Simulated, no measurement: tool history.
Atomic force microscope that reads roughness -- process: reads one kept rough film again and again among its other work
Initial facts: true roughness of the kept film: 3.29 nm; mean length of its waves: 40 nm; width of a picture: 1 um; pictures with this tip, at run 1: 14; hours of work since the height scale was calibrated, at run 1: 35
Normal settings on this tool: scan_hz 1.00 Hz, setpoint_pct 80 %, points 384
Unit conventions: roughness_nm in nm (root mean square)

run,day,scan_hz,setpoint_pct,points,pictures with this tip,hours of work since the height scale was calibrated,roughness_nm
1,0.000,1.00,80,384,14,35,2.737
2,0.592,1.00,80,384,31,43,2.617
3,1.304,1.00,80,485,51,52,2.528
# day 1.846: new tip fitted
4,2.162,1.00,80,384,9,63,2.748
5,2.683,1.00,80,384,24,70,2.651
6,3.192,1.00,80,384,39,77,2.539
7,3.933,1.57,80,384,61,86,2.285
# day 4.092: new tip fitted
8,4.371,1.57,80,384,8,92,2.654
9,4.892,1.00,80,384,23,99,2.687
10,5.604,1.00,80,384,43,108,2.574
# day 6.421: new tip fitted
11,6.500,1.00,80,384,2,120,2.830
12,7.108,1.00,80,364,20,128,2.689
13,7.617,1.00,80,384,35,134,2.584
14,8.354,1.00,80,384,56,144,2.451
# day 8.683: new tip fitted
15,8.796,1.45,80,384,3,149,2.719
# day 8.908: height scale calibrated on a step standard
16,9.279,1.45,80,384,16,5,2.649
17,9.933,1.45,80,384,35,14,2.506
18,10.538,1.00,80,384,52,21,2.481
19,10.912,1.00,80,384,63,26,2.433
# day 11.017: new tip fitted
20,11.775,1.00,80,988,22,37,2.688
21,12.688,1.00,80,629,49,50,2.497
# day 13.321: new tip fitted
22,13.321,1.00,80,629,0,58,2.843
# day 14.154: height scale calibrated on a step standard, once more
23,14.154,1.00,80,769,23,0,2.686
24,14.875,1.00,80,769,44,9,2.540
25,15.467,1.00,80,769,61,17,2.454
# day 15.646: new tip fitted
26,16.125,3.48,80,324,14,26,2.264
27,16.762,0.97,76,708,33,34,2.673
28,17.646,1.59,80,384,58,46,2.339
# day 17.925: new tip fitted
29,18.408,1.59,80,437,14,55,2.622
30,19.288,1.00,77,384,39,67,2.616
31,20.100,1.00,77,384,62,78,2.463

Run 32 has not been measured yet. What should we expect?
# day 20.196: new tip fitted
32,20.558,0.87,63,384,10,84,?

{"run 32": {"roughness_nm": 2.902}}
Minus the tool's unlogged condition, the same run would have read roughness_nm 2.996 nm (root mean square).
